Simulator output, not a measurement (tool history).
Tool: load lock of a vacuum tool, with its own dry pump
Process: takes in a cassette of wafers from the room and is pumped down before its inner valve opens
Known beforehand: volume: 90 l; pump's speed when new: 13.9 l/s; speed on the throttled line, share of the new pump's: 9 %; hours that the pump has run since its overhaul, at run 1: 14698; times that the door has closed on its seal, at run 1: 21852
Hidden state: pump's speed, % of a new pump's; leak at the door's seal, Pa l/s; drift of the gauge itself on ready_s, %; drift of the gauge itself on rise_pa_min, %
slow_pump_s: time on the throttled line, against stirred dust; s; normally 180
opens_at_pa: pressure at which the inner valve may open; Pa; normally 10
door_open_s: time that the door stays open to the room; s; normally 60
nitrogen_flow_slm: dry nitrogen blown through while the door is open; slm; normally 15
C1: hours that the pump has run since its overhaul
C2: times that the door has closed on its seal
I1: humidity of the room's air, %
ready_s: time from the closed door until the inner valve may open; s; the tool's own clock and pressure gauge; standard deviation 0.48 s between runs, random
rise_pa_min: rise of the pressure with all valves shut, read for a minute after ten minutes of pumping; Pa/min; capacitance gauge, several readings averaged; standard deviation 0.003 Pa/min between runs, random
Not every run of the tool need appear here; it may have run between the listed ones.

run 1 day=0.000 | slow_pump_s=180 opens_at_pa=10 door_open_s=60 nitrogen_flow_slm=15 | C1=14698 C2=21852 | I1=48.2 | ready_s=229.4 rise_pa_min=0.201
run 2 day=3.908 | slow_pump_s=180 opens_at_pa=10 door_open_s=60 nitrogen_flow_slm=15 | C1=14792 C2=22087 | I1=47.4 | ready_s=229.4 rise_pa_min=0.200
run 3 day=10.954 | slow_pump_s=180 opens_at_pa=10 door_open_s=60 nitrogen_flow_slm=15 | C1=14961 C2=22510 | I1=48.2 | ready_s=229.8 rise_pa_min=0.206
run 4 day=18.362 | slow_pump_s=180 opens_at_pa=8 door_open_s=60 nitrogen_flow_slm=15 | C1=15139 C2=22955 | I1=46.1 | ready_s=232.0 rise_pa_min=0.218
run 5 day=25.483 | slow_pump_s=180 opens_at_pa=8 door_open_s=60 nitrogen_flow_slm=15 | C1=15310 C2=23382 | I1=45.1 | ready_s=231.0 rise_pa_min=0.220
run 6 day=29.562 | slow_pump_s=180 opens_at_pa=10 door_open_s=60 nitrogen_flow_slm=15 | C1=15408 C2=23627 | I1=43.3 | ready_s=229.6 rise_pa_min=0.221
run 7 day=37.688 | slow_pump_s=180 opens_at_pa=10 door_open_s=60 nitrogen_flow_slm=15 | C1=15603 C2=24115 | I1=48.2 | ready_s=229.2 rise_pa_min=0.230
run 8 day=43.404 | slow_pump_s=180 opens_at_pa=12 door_open_s=60 nitrogen_flow_slm=15 | C1=15740 C2=24458 | I1=44.3 | ready_s=229.0 rise_pa_min=0.236
run 9 day=52.879 | slow_pump_s=180 opens_at_pa=12 door_open_s=60 nitrogen_flow_slm=15 | C1=15967 C2=25027 | I1=46.2 | ready_s=228.6 rise_pa_min=0.241
run 10 day=57.125 | slow_pump_s=180 opens_at_pa=12 door_open_s=60 nitrogen_flow_slm=15 | C1=16069 C2=25282 | I1=42.6 | ready_s=228.3 rise_pa_min=0.245
run 11 day=61.029 | slow_pump_s=180 opens_at_pa=12 door_open_s=60 nitrogen_flow_slm=15 | C1=16163 C2=25516 | I1=44.7 | ready_s=228.8 rise_pa_min=0.242
run 12 day=70.300 | slow_pump_s=180 opens_at_pa=12 door_open_s=60 nitrogen_flow_slm=15 | C1=16385 C2=26073 | I1=43.0 | ready_s=229.0 rise_pa_min=0.248
run 13 day=76.825 | slow_pump_s=180 opens_at_pa=12 door_open_s=60 nitrogen_flow_slm=15 | C1=16542 C2=26465 | I1=44.1 | ready_s=228.9 rise_pa_min=0.260
run 14 day=81.475 | slow_pump_s=180 opens_at_pa=12 door_open_s=60 nitrogen_flow_slm=15 | C1=16653 C2=26744 | I1=46.3 | ready_s=229.5 rise_pa_min=0.260
run 15 day=86.383 | slow_pump_s=180 opens_at_pa=12 door_open_s=60 nitrogen_flow_slm=15 | C1=16771 C2=27038 | I1=42.9 | ready_s=230.1 rise_pa_min=0.270
run 16 day=90.292 | slow_pump_s=180 opens_at_pa=12 door_open_s=60 nitrogen_flow_slm=15 | C1=16865 C2=27273 | I1=46.5 | ready_s=229.2 rise_pa_min=0.276
run 17 day=97.600 | slow_pump_s=180 opens_at_pa=12 door_open_s=60 nitrogen_flow_slm=15 | C1=17041 C2=27712 | I1=45.7 | ready_s=229.6 rise_pa_min=0.277
run 18 day=104.221 | slow_pump_s=180 opens_at_pa=12 door_open_s=60 nitrogen_flow_slm=15 | C1=17199 C2=28110 | I1=43.8 | ready_s=230.0 rise_pa_min=0.283
run 19 day=112.946 | slow_pump_s=180 opens_at_pa=12 door_open_s=60 nitrogen_flow_slm=15 | C1=17409 C2=28633 | I1=42.6 | ready_s=228.9 rise_pa_min=0.293
run 20 day=118.208 | slow_pump_s=180 opens_at_pa=10 door_open_s=121 nitrogen_flow_slm=8 | C1=17535 C2=28949 | I1=48.4 | ready_s=231.5 rise_pa_min=0.312
run 21 day=122.296 | slow_pump_s=180 opens_at_pa=8 door_open_s=121 nitrogen_flow_slm=22 | C1=17633 C2=29195 | I1=43.9 | ready_s=232.7 rise_pa_min=0.296
run 22 day=128.425 | slow_pump_s=180 opens_at_pa=8 door_open_s=121 nitrogen_flow_slm=22 | C1=17780 C2=29562 | I1=45.5 | ready_s=234.5 rise_pa_min=0.305
run 23 day=132.983 | slow_pump_s=180 opens_at_pa=8 door_open_s=121 nitrogen_flow_slm=20 | C1=17890 C2=29836 | I1=47.7 | ready_s=233.6 rise_pa_min=0.311
run 24 day=137.004 | slow_pump_s=180 opens_at_pa=10 door_open_s=131 nitrogen_flow_slm=30 | C1=17986 C2=30078 | I1=44.9 | ready_s=231.3 rise_pa_min=0.315
run 25 day=142.167 | slow_pump_s=180 opens_at_pa=10 door_open_s=60 nitrogen_flow_slm=9 | C1=18110 C2=30387 | I1=43.9 | ready_s=231.0 rise_pa_min=0.324
run 26 day=149.038 | slow_pump_s=180 opens_at_pa=10 door_open_s=60 nitrogen_flow_slm=15 | C1=18275 C2=30800 | I1=46.5 | ready_s=231.7 rise_pa_min=0.321
run 27 day=153.946 | slow_pump_s=93 opens_at_pa=14 door_open_s=46 nitrogen_flow_slm=15 | C1=18393 C2=31095 | I1=43.9 | ready_s=151.1 rise_pa_min=0.329
run 28 day=160.667 | slow_pump_s=93 opens_at_pa=14 door_open_s=46 nitrogen_flow_slm=15 | C1=18554 C2=31498 | I1=42.6 | ready_s=150.9 rise_pa_min=0.334
run 29 day=165.450 | slow_pump_s=253 opens_at_pa=10 door_open_s=60 nitrogen_flow_slm=15 | C1=18669 C2=31786 | I1=45.8 | ready_s=297.3 rise_pa_min=0.343
run 30 day=171.988 | slow_pump_s=231 opens_at_pa=10 door_open_s=130 nitrogen_flow_slm=7 | C1=18826 C2=32178 | I1=43.6 | ready_s=277.6 rise_pa_min=0.356
run 31 day=180.225 | slow_pump_s=241 opens_at_pa=18 door_open_s=99 nitrogen_flow_slm=18 | C1=19023 C2=32672 | I1=43.8 | ready_s=281.4 rise_pa_min=0.359
run 32 day=184.633 | slow_pump_s=241 opens_at_pa=18 door_open_s=99 nitrogen_flow_slm=18 | C1=19129 C2=32937 | I1=43.2 | ready_s=282.1 rise_pa_min=0.360
run 33 day=193.592 | slow_pump_s=241 opens_at_pa=18 door_open_s=99 nitrogen_flow_slm=18 | C1=19344 C2=33475 | I1=44.8 | ready_s=282.9 rise_pa_min=0.368
run 34 day=198.679 | slow_pump_s=351 opens_at_pa=19 door_open_s=60 nitrogen_flow_slm=15 | C1=19466 C2=33780 | I1=44.3 | ready_s=378.5 rise_pa_min=0.374
run 35 day=204.975 | slow_pump_s=180 opens_at_pa=9 door_open_s=104 nitrogen_flow_slm=19 | C1=19617 C2=34158 | I1=46.6 | ready_s=233.8 rise_pa_min=0.382
run 36 day=210.617 | slow_pump_s=130 opens_at_pa=9 door_open_s=104 nitrogen_flow_slm=7 | C1=19753 C2=34497 | I1=41.7 | ready_s=188.8 rise_pa_min=0.392

Some steps in ready_s between neighbouring runs. How much of each would the tool show without its hidden state too (settings, what came in, random variation), and how much is left for the hidden state, with any gauge scatter that isn't in both results?
Run 28 -> 29: slow_pump_s 93 -> 253, opens_at_pa 14 -> 10, door_open_s 46 -> 60. ready_s +146.4 s: hidden state -1.9, all else +148.3.
Run 33 -> 34: slow_pump_s 241 -> 351, opens_at_pa 18 -> 19, door_open_s 99 -> 60, nitrogen_flow_slm 18 -> 15. ready_s +95.6 s: hidden state -1.6, all else +97.2.
Run 34 -> 35: slow_pump_s 351 -> 180, opens_at_pa 19 -> 9, door_open_s 60 -> 104, nitrogen_flow_slm 15 -> 19. ready_s -144.7 s: hidden state +3.5, all else -148.2.
